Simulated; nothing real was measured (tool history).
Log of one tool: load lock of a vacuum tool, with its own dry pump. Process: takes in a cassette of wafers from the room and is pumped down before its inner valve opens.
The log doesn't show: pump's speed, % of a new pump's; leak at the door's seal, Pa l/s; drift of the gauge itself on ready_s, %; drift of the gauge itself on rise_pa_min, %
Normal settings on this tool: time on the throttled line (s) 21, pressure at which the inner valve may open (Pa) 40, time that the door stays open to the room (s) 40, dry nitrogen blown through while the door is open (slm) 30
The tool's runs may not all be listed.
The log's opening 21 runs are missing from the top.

run      day  time on the throttled line (s)  pressure at which the inner valve may open (Pa)  time that the door stays open to the room (s)  dry nitrogen blown through while the door is open (slm)  hours that the pump has run since its overhaul  times that the door has closed on its seal  incoming humidity of the room's air, %  time from the closed door until the inner valve may open (s)  rise of the pressure with all valves shut (Pa/min)
 22   121.85                              22                                               40                                             34                                                       10                                            6141                                       25677                                    41.4                                                          30.3                                               0.174
 23  126.962                              21                                               40                                             40                                                        7                                            6264                                       26004                                    48.9                                                          29.7                                               0.205
 24  133.838                              37                                               54                                             55                                                       13                                            6429                                       26444                                    43.3                                                          42.6                                               0.197
 25  138.725                              21                                               40                                             87                                                       28                                            6546                                       26756                                    44.7                                                          29.7                                               0.193
 26  144.683                              41                                               40                                             40                                                       24                                            6689                                       27137                                    43.6                                                          47.6                                               0.179
 27    151.9                              11                                               32                                            183                                                       30                                            6863                                       27598                                    47.6                                                          21.2                                               0.227
 28  157.596                              12                                               68                                            183                                                        8                                            6999                                       27962                                    43.4                                                          20.7                                               0.255
 29  162.133                              16                                               48                                            122                                                        5                                            7108                                       28252                                    45.7                                                          24.7                                                0.26
 30   166.55                              16                                               48                                            122                                                        5                                            7214                                       28534                                    44.5                                                          24.6                                                0.25
 31  170.104                              38                                               40                                             75                                                       30                                            7299                                       28762                                    42.4                                                          44.8                                               0.203
 32  173.617                              36                                               45                                            107                                                        9                                            7384                                       28986                                    44.4                                                          42.9                                               0.242

What will run 33 give?
 33  176.983                              10                                               43                                             68                                                       31                                            7465                                       29201                                    45.1                                                             ?                                                   ?

time from the closed door until the inner valve may open (s): 20
rise of the pressure with all valves shut (Pa/min): 0.207
Had the tool carried no hidden state, the very same run would have given time from the closed door until the inner valve may open (s) 18.3, rise of the pressure with all valves shut (Pa/min) 0.058.
